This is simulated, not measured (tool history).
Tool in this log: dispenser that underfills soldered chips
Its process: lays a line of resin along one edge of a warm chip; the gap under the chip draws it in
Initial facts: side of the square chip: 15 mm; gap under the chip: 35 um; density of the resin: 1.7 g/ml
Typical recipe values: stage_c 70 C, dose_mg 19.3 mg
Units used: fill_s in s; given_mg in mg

run    day  stage_c  dose_mg  fill_s  given_mg
  1  0.000       70     19.3   284.7     19.25
     0.200  -- new syringe of resin
  2  0.229       70     19.3   189.6     19.11
  3  0.579       70     19.3   305.5     19.01
     0.775  -- new syringe of resin
  4  0.846       70     20.3   199.3     19.97
  5  1.029       70     20.3   253.8     19.93
     1.329  -- new syringe of resin
  6  1.383       70     20.3   194.3     19.91
  7  1.646       70     20.3   279.1     19.83
     1.888  -- new syringe of resin
  8  1.958       70     20.3   198.8     19.64
     2.288  -- dispensing valve cleaned and set on the balance
  9  2.292       59     17.9   526.4     18.01
 10  2.438       69     17.5   386.9     17.49
     2.483  -- new syringe of resin
 11  2.783       71     23.1   256.8     22.90
     3.042  -- new syringe of resin
 12  3.075       71     24.2   182.5     24.17
 13  3.279       65     19.9   324.2     19.82
 14  3.454       65     19.9   410.5     19.73
     3.592  -- new syringe of resin
 15  3.779       63     16.5   354.0     16.21

Branching from run 15: 4 alternative next runs. What would each branch give?
  A  4.021       80     19.3       ?         ?
  B  4.021       83     19.3       ?         ?
  C  4.021       63     22.8       ?         ?
  D  4.021       82     23.0       ?         ?

run  fill_s  given_mg
  A   203.1     18.96
  B   175.9     18.95
  C   454.2     22.56
  D   178.6     22.63
Take away the tool's hidden state, keep each run's random variation, and the runs would have read:
run  fill_s  given_mg
  A   113.2     19.28
  B    97.9     19.26
  C   253.8     22.94
  D    99.9     23.00

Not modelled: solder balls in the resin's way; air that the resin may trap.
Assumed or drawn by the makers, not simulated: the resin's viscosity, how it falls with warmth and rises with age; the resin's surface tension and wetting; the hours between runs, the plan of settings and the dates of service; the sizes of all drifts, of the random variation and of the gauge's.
